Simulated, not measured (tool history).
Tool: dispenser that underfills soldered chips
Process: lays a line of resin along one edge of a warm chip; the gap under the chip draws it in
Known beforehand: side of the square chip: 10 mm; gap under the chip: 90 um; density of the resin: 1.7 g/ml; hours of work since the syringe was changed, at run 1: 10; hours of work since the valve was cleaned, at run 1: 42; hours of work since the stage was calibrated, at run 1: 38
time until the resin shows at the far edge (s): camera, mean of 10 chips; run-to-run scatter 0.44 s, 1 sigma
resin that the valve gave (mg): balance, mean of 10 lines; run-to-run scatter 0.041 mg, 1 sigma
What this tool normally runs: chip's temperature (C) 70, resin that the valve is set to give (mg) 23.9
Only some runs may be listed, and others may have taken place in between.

run   hour  chip's temperature (C)  resin that the valve is set to give (mg)  hours of work since the syringe was changed  hours of work since the valve was cleaned  hours of work since the stage was calibrated  time until the resin shows at the far edge (s)  resin that the valve gave (mg)
  1      0                      70                                      23.9                                           10                                         42                                            38                                            67.1                           23.61
       1.3  -- new syringe of resin
  2    3.6                      70                                      23.9                                            1                                         44                                            40                                            35.5                           23.66
  3   10.3                      60                                      23.9                                            6                                         48                                            45                                            69.4                            23.6
  4   14.4                      60                                      23.9                                            8                                         50                                            47                                            81.1                           23.58
  5     19                      60                                      23.9                                           11                                         53                                            50                                           101.2                           23.55
      19.7  -- new syringe of resin
  6   23.8                      80                                      23.9                                            2                                         56                                            53                                            27.2                           23.49
  7   29.8                      70                                      30.4                                            6                                         59                                            56                                            47.6                           29.91
  8   33.4                      70                                      30.5                                            8                                         62                                            58                                            56.7                           29.94
      38.1  -- new syringe of resin
  9   39.5                      70                                      30.5                                            1                                         65                                            62                                            35.1                           29.92
 10   44.9                      70                                      21.8                                            4                                         68                                            65                                              45                            21.3
 11   51.1                      70                                      21.8                                            8                                         72                                            69                                            56.5                           21.31
      56.5  -- new syringe of resin
 12   58.2                      70                                      21.8                                            1                                         76                                            73                                            35.2                           21.27
 13     65                      56                                      23.9                                            5                                         81                                            77                                            80.4                           23.33
 14   72.1                      70                                      23.9                                           10                                         85                                            82                                              63                           23.32
        75  -- new syringe of resin
 15   78.5                      70                                      23.9                                            2                                         89                                            85                                            38.3                           23.24
 16   85.5                      70                                      22.6                                            6                                         93                                            90                                            52.5                           21.95
 17   88.7                      70                                      22.6                                            8                                         95                                            92                                            59.1                           21.89
 18   92.4                      70                                      22.6                                           11                                         97                                            94                                            69.2                            21.9
      93.5  -- new syringe of resin
 19   99.2                      80                                        24                                            3                                        101                                            98                                            28.9                           23.15
 20    103                      65                                      27.3                                            6                                        103                                           100                                              57                            26.4
 21  107.4                      65                                      27.3                                            8                                        106                                           103                                            69.1                           26.41
     111.9  -- new syringe of resin
 22  113.1                      65                                      27.3                                            1                                        109                                           106                                            41.8                           26.35
 23  118.8                      82                                      23.8                                            4                                        113                                           110                                            28.8                           22.89
     120.9  -- dispensing valve cleaned and set on the balance
 24    127                      80                                      24.8                                            9                                          4                                           114                                            39.6                           24.78
     131.6  -- new syringe of resin
 25  134.2                      66                                        22                                            2                                          8                                           118                                            42.5                           21.95
 26  139.7                      70                                      26.5                                            5                                         11                                           122                                            44.5                           26.43
 27    147                      66                                      25.2                                            9                                         16                                           126                                              69                           25.07
     150.3  -- new syringe of resin
 28  154.1                      61                                      27.1                                            2                                         20                                           130                                            53.4                           27.03
 29  161.2                      61                                      27.1                                            7                                         24                                           135                                              71                           26.88
 30  167.9                      59                                      27.5                                           11                                         28                                           139                                           100.9                           27.33
     168.7  -- new syringe of resin
 31  172.5                      59                                      27.5                                            2                                         31                                           141                                            56.1                           27.27
 32    176                      59                                      27.5                                            4                                         33                                           143                                              65                            27.2
 33  183.2                      59                                      27.5                                            9                                         38                                           148                                            87.4                           27.17
     187.5  -- new syringe of resin
 34  188.4                      62                                        25                                            1                                         41                                           151                                              44                           24.71
 35  193.1                      79                                      23.9                                            3                                         43                                           154                                            28.8                           23.63
 36  197.5                      78                                      27.5                                            6                                         46                                           156                                            36.7                           27.17

Each row is a separate what-if for the run after 36, all from the same tool condition, not one after another. Results?
  A  203.4                      78                                      22.8                                           10                                         50                                           160                                               ?                               ?
  B  203.4                      85                                      20.3                                           10                                         50                                           160                                               ?                               ?
  C  203.4                      71                                      23.4                                           10                                         50                                           160                                               ?                               ?

run  time until the resin shows at the far edge (s)  resin that the valve gave (mg)
  A                                            47.7                            22.4
  B                                            37.8                           19.93
  C                                            61.2                           22.96
With no hidden state in the tool, these same runs would have given:
run  time until the resin shows at the far edge (s)  resin that the valve gave (mg)
  A                                            24.9                           22.75
  B                                            19.6                           20.24
  C                                            31.6                           23.32
